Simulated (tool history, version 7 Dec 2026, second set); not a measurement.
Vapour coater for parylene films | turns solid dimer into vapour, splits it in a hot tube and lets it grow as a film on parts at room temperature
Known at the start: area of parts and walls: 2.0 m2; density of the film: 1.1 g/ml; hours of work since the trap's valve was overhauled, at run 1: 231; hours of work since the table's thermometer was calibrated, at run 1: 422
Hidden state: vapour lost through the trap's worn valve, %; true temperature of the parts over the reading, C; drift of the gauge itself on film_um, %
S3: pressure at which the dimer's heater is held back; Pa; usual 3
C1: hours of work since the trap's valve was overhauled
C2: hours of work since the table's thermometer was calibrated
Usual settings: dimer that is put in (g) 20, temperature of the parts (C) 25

run 1 hour=0 | dimer_that_is_put_in_(g)=20 temperature_of_the_parts_(C)=25 S3=3 | C1=231 C2=422 | thickness_of_the_film_(µm)=6.24
run 2 hour=14.1 | dimer_that_is_put_in_(g)=20 temperature_of_the_parts_(C)=25 S3=2.35 | C1=241 C2=432 | thickness_of_the_film_(µm)=6.46
run 3 hour=30.7 | dimer_that_is_put_in_(g)=20 temperature_of_the_parts_(C)=25 S3=8.76 | C1=252 C2=443 | thickness_of_the_film_(µm)=5.54
run 4 hour=41.6 | dimer_that_is_put_in_(g)=20 temperature_of_the_parts_(C)=25 S3=8.76 | C1=260 C2=450 | thickness_of_the_film_(µm)=5.58
run 5 hour=62.3 | dimer_that_is_put_in_(g)=20 temperature_of_the_parts_(C)=25 S3=8.76 | C1=274 C2=464 | thickness_of_the_film_(µm)=5.57
run 6 hour=82.3 | dimer_that_is_put_in_(g)=20 temperature_of_the_parts_(C)=22 S3=3 | C1=288 C2=478 | thickness_of_the_film_(µm)=6.65
run 7 hour=97.9 | dimer_that_is_put_in_(g)=20 temperature_of_the_parts_(C)=22 S3=3 | C1=298 C2=489 | thickness_of_the_film_(µm)=6.61
run 8 hour=114.7 | dimer_that_is_put_in_(g)=20 temperature_of_the_parts_(C)=22 S3=3 | C1=310 C2=500 | thickness_of_the_film_(µm)=6.64
run 9 hour=135.1 | dimer_that_is_put_in_(g)=20 temperature_of_the_parts_(C)=22 S3=3 | C1=324 C2=514 | thickness_of_the_film_(µm)=6.66
run 10 hour=152.4 | dimer_that_is_put_in_(g)=20 temperature_of_the_parts_(C)=19 S3=3 | C1=335 C2=526 | thickness_of_the_film_(µm)=7.1
-- hour=158.2 trap's valve overhauled
run 11 hour=177 | dimer_that_is_put_in_(g)=20 temperature_of_the_parts_(C)=19 S3=3.37 | C1=13 C2=540 | thickness_of_the_film_(µm)=7.65
run 12 hour=192.6 | dimer_that_is_put_in_(g)=20 temperature_of_the_parts_(C)=19 S3=3.37 | C1=23 C2=550 | thickness_of_the_film_(µm)=7.69
run 13 hour=212.3 | dimer_that_is_put_in_(g)=20 temperature_of_the_parts_(C)=19 S3=3.37 | C1=37 C2=564 | thickness_of_the_film_(µm)=7.75
run 14 hour=227.4 | dimer_that_is_put_in_(g)=20 temperature_of_the_parts_(C)=19 S3=3.37 | C1=47 C2=574 | thickness_of_the_film_(µm)=7.67
run 15 hour=240.6 | dimer_that_is_put_in_(g)=20 temperature_of_the_parts_(C)=19 S3=7.13 | C1=56 C2=583 | thickness_of_the_film_(µm)=7.1
run 16 hour=254.7 | dimer_that_is_put_in_(g)=20 temperature_of_the_parts_(C)=21 S3=7.13 | C1=66 C2=593 | thickness_of_the_film_(µm)=6.74
run 17 hour=276.1 | dimer_that_is_put_in_(g)=20 temperature_of_the_parts_(C)=21 S3=7.13 | C1=80 C2=607 | thickness_of_the_film_(µm)=6.68
run 18 hour=292.5 | dimer_that_is_put_in_(g)=20 temperature_of_the_parts_(C)=21 S3=7.13 | C1=91 C2=619 | thickness_of_the_film_(µm)=6.59
run 19 hour=305.5 | dimer_that_is_put_in_(g)=22 temperature_of_the_parts_(C)=25 S3=10.4 | C1=100 C2=627 | thickness_of_the_film_(µm)=6.28
run 20 hour=325.3 | dimer_that_is_put_in_(g)=8 temperature_of_the_parts_(C)=24 S3=5.63 | C1=114 C2=641 | thickness_of_the_film_(µm)=2.51
run 21 hour=338.2 | dimer_that_is_put_in_(g)=30 temperature_of_the_parts_(C)=24 S3=7.36 | C1=123 C2=650 | thickness_of_the_film_(µm)=9.1
run 22 hour=351 | dimer_that_is_put_in_(g)=20 temperature_of_the_parts_(C)=26 S3=6.64 | C1=131 C2=658 | thickness_of_the_film_(µm)=5.73
run 23 hour=360.4 | dimer_that_is_put_in_(g)=18 temperature_of_the_parts_(C)=27 S3=6.64 | C1=138 C2=665 | thickness_of_the_film_(µm)=5.04
run 24 hour=373.7 | dimer_that_is_put_in_(g)=18 temperature_of_the_parts_(C)=27 S3=6.64 | C1=147 C2=674 | thickness_of_the_film_(µm)=5.01
run 25 hour=387.4 | dimer_that_is_put_in_(g)=20 temperature_of_the_parts_(C)=23 S3=11.65 | C1=156 C2=683 | thickness_of_the_film_(µm)=5.96
run 26 hour=402.4 | dimer_that_is_put_in_(g)=20 temperature_of_the_parts_(C)=34 S3=3 | C1=166 C2=693 | thickness_of_the_film_(µm)=4.96
run 27 hour=412.3 | dimer_that_is_put_in_(g)=20 temperature_of_the_parts_(C)=35 S3=3 | C1=173 C2=700 | thickness_of_the_film_(µm)=4.82
run 28 hour=423 | dimer_that_is_put_in_(g)=20 temperature_of_the_parts_(C)=35 S3=3 | C1=180 C2=707 | thickness_of_the_film_(µm)=4.79
run 29 hour=435.2 | dimer_that_is_put_in_(g)=20 temperature_of_the_parts_(C)=35 S3=3 | C1=189 C2=716 | thickness_of_the_film_(µm)=4.79
run 30 hour=448.5 | dimer_that_is_put_in_(g)=27 temperature_of_the_parts_(C)=31 S3=3 | C1=198 C2=725 | thickness_of_the_film_(µm)=7.13
run 31 hour=457.3 | dimer_that_is_put_in_(g)=27 temperature_of_the_parts_(C)=19 S3=3 | C1=204 C2=731 | thickness_of_the_film_(µm)=10.14
run 32 hour=466.2 | dimer_that_is_put_in_(g)=27 temperature_of_the_parts_(C)=19 S3=3 | C1=210 C2=737 | thickness_of_the_film_(µm)=9.98
run 33 hour=477.5 | dimer_that_is_put_in_(g)=27 temperature_of_the_parts_(C)=19 S3=3 | C1=218 C2=745 | thickness_of_the_film_(µm)=10.02
run 34 hour=498.2 | dimer_that_is_put_in_(g)=27 temperature_of_the_parts_(C)=19 S3=3 | C1=232 C2=759 | thickness_of_the_film_(µm)=9.95

How the hidden state differs across the entries between the runs, from the last listed run before each to the first after it:
Between runs 10 and 11: trap's valve overhauled (hour 158.2)
  vapour lost through the trap's worn valve, %: 9.3 -> 1; true temperature of the parts over the reading, C: -0.69 -> -0.71
  measured less the result without the state, thickness of the film (µm): -0.58 -> +0.08

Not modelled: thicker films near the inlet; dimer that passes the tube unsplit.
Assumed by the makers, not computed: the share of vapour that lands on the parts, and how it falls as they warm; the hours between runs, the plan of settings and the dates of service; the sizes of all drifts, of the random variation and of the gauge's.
